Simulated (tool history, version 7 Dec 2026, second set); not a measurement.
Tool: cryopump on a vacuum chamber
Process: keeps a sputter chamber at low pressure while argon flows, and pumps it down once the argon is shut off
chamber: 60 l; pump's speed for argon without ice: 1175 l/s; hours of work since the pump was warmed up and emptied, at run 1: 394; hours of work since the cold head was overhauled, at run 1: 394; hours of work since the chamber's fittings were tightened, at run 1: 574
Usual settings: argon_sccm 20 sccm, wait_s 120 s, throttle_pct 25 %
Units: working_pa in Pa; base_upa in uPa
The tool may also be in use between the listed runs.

run   hour  argon_sccm  wait_s  throttle_pct  hours of work since the pump was warmed up and emptied  hours of work since the cold head was overhauled  hours of work since the chamber's fittings were tightened  working_pa  base_upa
  1      0          20     120            25                                                     394                                               394                                                        574      0.1227      1.54
  2   11.6          20     120            25                                                     404                                               404                                                        584      0.1214      1.51
  3   22.5          20     120            25                                                     414                                               414                                                        593      0.1219      1.61
  4   38.3          20      51            25                                                     428                                               428                                                        607      0.1226      2.29
  5     49          20      51            25                                                     437                                               437                                                        617      0.1234      2.22
  6   57.5          20      51            25                                                     445                                               445                                                        624      0.1224      2.22
  7   69.4          20      51            25                                                     455                                               455                                                        635      0.1231       2.3
  8   80.5          20     120            25                                                     465                                               465                                                        644      0.1239      1.68
  9   91.4          13     120            16                                                     475                                               475                                                        654       0.123      1.75
 10  102.2          13     120            39                                                     484                                               484                                                        663      0.0538      1.71
 11  110.6          13     120            39                                                     491                                               491                                                        671      0.0534      1.76
 12    125          13      26            25                                                     504                                               504                                                        683      0.0815      3.38
       139  -- pump warmed up, emptied and cooled again
 13  146.3          13      26            25                                                       6                                               518                                                        698      0.0754      3.16
 14  153.3          13      26            25                                                      13                                               524                                                        704      0.0761      3.16
 15  166.4          13      22            27                                                      24                                               536                                                        715      0.0691      3.51
 16  173.7          13      22            27                                                      30                                               542                                                        722      0.0702      3.41

5 ways to go on from here, each from the tool as it stands after run 16. What would each give?
  A  186.1           9      22            16                                                      41                                               553                                                        733           ?         ?
  B  186.1          20     105            30                                                      41                                               553                                                        733           ?         ?
  C  186.1          36     235            22                                                      41                                               553                                                        733           ?         ?
  D  186.1          20     120            23                                                      41                                               553                                                        733           ?         ?
  E  186.1          35      43            22                                                      41                                               553                                                        733           ?         ?

run  working_pa  base_upa
  A      0.0822      3.46
  B      0.0974      1.58
  C      0.2382      1.36
  D      0.1262      1.53
  E        0.23      2.36
Without the tool's hidden state the same runs would have given:
run  working_pa  base_upa
  A      0.0818      2.64
  B      0.0966      0.76
  C      0.2366       0.5
  D      0.1253      0.69
  E      0.2286      1.52
